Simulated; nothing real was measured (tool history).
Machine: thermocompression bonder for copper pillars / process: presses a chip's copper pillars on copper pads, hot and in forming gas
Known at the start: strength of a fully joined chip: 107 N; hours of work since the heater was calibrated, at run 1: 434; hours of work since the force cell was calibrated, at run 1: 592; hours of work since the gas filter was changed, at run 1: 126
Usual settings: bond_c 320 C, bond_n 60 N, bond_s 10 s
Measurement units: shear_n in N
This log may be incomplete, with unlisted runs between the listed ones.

run	hour	bond_c	bond_n	bond_s	hours of work since the heater was calibrated	hours of work since the force cell was calibrated	hours of work since the gas filter was changed	shear_n
1	0	320	60	10	434	592	126	34.7
# hour 23.2: forming gas filter changed
2	59.5	320	60	10	465	622	19	36.4
3	112.8	347	60	10	493	650	47	47.7
4	155.3	320	60	10	515	673	69	34.6
5	222.5	320	60	10	550	708	104	33.5
# hour 246.7: force cell calibrated
6	270.4	320	60	10	574	12	128	33.4
# hour 290: forming gas filter changed
7	326.5	320	60	10	603	41	19	34.8
8	375	320	60	9	629	67	44	32.4
9	441.3	320	60	10	663	102	79	33.1
10	509.7	320	58	15	699	137	115	37.5
11	541.3	320	41	15	716	154	131	29.5
# hour 554.2: forming gas filter changed
# hour 575.2: force cell calibrated, once more
12	575.2	300	39	29	732	0	10	32.2
13	644.7	348	52	10	769	36	47	43.3
14	713.4	310	40	23	805	72	82	31.5
15	765.5	310	40	23	832	99	110	31.8
# hour 821.4: forming gas filter changed
16	821.4	310	40	23	861	128	0	32.3
# hour 851.7: heater calibrated with a thermocouple chip
17	871.8	325	40	18	11	154	25	41.1

Consider 3 possible next runs. They are alternatives, not a sequence: every one starts from the tool as it was left by run 17. What does each give?
A	929.5	325	63	11	41	184	55	?
B	929.5	347	40	18	41	184	55	?
C	929.5	325	40	9	41	184	55	?

run	shear_n
A	44.6
B	50
C	29.8
Had the tool no hidden state, the same runs would have come out as:
run	shear_n
A	46.4
B	51.9
C	31.1
